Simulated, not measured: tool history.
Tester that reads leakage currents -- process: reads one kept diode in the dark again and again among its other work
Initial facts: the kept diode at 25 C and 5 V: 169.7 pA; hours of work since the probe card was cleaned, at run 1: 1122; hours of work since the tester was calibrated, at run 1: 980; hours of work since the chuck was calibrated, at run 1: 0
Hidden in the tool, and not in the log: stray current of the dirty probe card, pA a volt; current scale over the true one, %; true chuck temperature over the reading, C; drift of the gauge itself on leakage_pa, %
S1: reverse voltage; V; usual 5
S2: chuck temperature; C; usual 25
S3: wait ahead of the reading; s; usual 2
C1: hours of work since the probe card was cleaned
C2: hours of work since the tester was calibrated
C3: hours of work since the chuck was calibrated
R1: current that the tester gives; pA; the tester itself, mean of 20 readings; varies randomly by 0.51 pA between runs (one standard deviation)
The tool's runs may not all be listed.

run    hour     S1  S2    S3    C1    C2   C3       R1
  1       0      5  25     2  1122   980    0   168.29
  2   241.9      5  25     2  1225  1084  104   170.55
  3   399.3      5  25     2  1293  1151  171   172.27
  4   624.9      5  25     2  1389  1248  268   175.92
  5   855.1      5  23     2  1488  1346  366   147.42
  6   990.8      5  25  1.89  1546  1404  424   177.63
  7  1166.2      5  25  1.89  1621  1479  500   179.71
  8  1281.2      5  21     2  1671  1529  549   126.68
  9  1411.8      5  31     2  1727  1585  605   306.19
 10  1631.3      5  31  0.33  1821  1679  699   314.98
 11  1799.5      5  31  0.33  1893  1751  771   318.17
 12  2014.1      5  31  0.33  1984  1843  863   320.04
 13  2185.8      5  31  0.33  2058  1916  936   323.86
     2253.4  -- chuck's temperature calibrated
 14  2411.1      5  25  1.18  2154  2012   68    197.8
 15  2593.6      5  25  1.18  2232  2090  146   200.24
 16  2768.8      5  25  1.18  2307  2165  221   202.38
 17    2933  12.05  25     2  2377  2235  291   297.82
 18  3095.2      5  24     2  2447  2305  361   187.72
     3324.1  -- chuck's temperature calibrated, once more
 19  3333.8      5  24     2  2548  2406    4   158.55
 20  3485.4   2.41  25  2.97  2613  2471   69   128.43
 21  3701.1   2.41  25  2.97  2705  2563  161   129.65
 22  3807.3   8.38  44   0.6  2751  2609  207  1082.33
 23  3962.8   1.26  25  3.06  2817  2675  274    99.44
 24  4192.3   1.26  22  3.06  2916  2774  372     77.2
 25  4354.8   1.16  25     5  2985  2843  441    97.24
 26  4574.2   4.37  28     2  3079  2937  535   226.39
 27  4767.2      5  44  0.97  3162  3020  618   910.31
 28  4970.8      5  35     2  3249  3107  705   444.41
 29  5189.1  12.44  31  4.05  3343  3201  799   474.14
 30  5306.8   7.67  31  7.83  3393  3251  849   387.21
 31  5418.7      5  49  6.75  3441  3299  897  1380.08
 32  5554.2  14.35  34     2  3499  3357  955      662
     5581.1  -- chuck's temperature calibrated
 33  5785.9  13.32  23     2  3597  3455   88   220.27
 34  5997.7   17.7  21  0.47  3688  3546  178   220.06
 35  6155.7   17.7  21  0.47  3756  3614  246   222.21
     6246.9  -- probe card cleaned and baked
 36  6399.2      5  57  0.75    65  3717  349  2292.81
 37  6604.8   9.71  25  9.99   153  3805  437   229.16
 38  6755.6   9.71  35  9.99   218  3870  502   544.66

4 ways to go on from here, each from the tool as it stands after run 38. What would each give?
  A  6910.3  1.13  25  7.48  284  3936  568   ?
  B  6910.3     5  25  6.04  284  3936  568   ?
  C  6910.3  9.71  35  2.45  284  3936  568   ?
  D  6910.3     5  33  3.38  284  3936  568   ?

run      R1
  A   93.79
  B  177.09
  C   556.9
  D  355.34
Take away the tool's hidden state, keep each run's random variation, and the runs would have read:
run      R1
  A   90.32
  B   170.4
  C  538.45
  D  343.33
